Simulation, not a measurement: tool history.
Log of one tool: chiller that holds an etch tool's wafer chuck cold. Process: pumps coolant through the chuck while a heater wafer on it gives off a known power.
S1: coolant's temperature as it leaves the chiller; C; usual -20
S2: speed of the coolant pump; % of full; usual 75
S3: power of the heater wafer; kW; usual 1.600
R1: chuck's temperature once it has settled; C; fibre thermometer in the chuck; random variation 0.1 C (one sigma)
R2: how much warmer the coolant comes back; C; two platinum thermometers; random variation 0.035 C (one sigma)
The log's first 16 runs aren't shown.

{"run": 17, "day": 58.283, "S1": -16, "S2": 83, "S3": 2.202, "R1": 0.3, "R2": 8.36}
{"run": 18, "day": 61.846, "S1": -28, "S2": 89, "S3": 1.106, "R1": -20.1, "R2": 3.9}
{"run": 19, "day": 65.183, "S1": -25, "S2": 75, "S3": 1.443, "R1": -13.3, "R2": 6.07}
{"day": 66.117, "done": "coolant pump overhauled, once more"}
{"run": 20, "day": 69.567, "S1": -11, "S2": 72, "S3": 2.131, "R1": 5.4, "R2": 8.33}
{"run": 21, "day": 72.358, "S1": -20, "S2": 83, "S3": 1.6, "R1": -8.9, "R2": 5.37}
{"run": 22, "day": 75.921, "S1": -28, "S2": 91, "S3": 1.815, "R1": -16.1, "R2": 5.58}
{"run": 23, "day": 80.504, "S1": -28, "S2": 91, "S3": 1.815, "R1": -15.9, "R2": 5.56}
{"run": 24, "day": 83.988, "S1": -18, "S2": 75, "S3": 2.221, "R1": -1.5, "R2": 8.34}
{"run": 25, "day": 86.821, "S1": -22, "S2": 61, "S3": 1.714, "R1": -7.0, "R2": 7.94}
{"run": 26, "day": 91.042, "S1": -22, "S2": 61, "S3": 1.714, "R1": -7.0, "R2": 7.97}
{"run": 27, "day": 96.512, "S1": -27, "S2": 75, "S3": 1.6, "R1": -14.9, "R2": 6.05}
{"run": 28, "day": 101.858, "S1": -25, "S2": 60, "S3": 0.813, "R1": -17.7, "R2": 3.94}

Forecast run 29:
{"run": 29, "day": 107.325, "S1": -25, "S2": 60, "S3": 0.813, "R1": "?", "R2": "?"}

{"run 29": {"R1": -17.7, "R2": 3.86}}
Without the tool's hidden state the same run would have given R1 -18.2 C, R2 3.82 C.
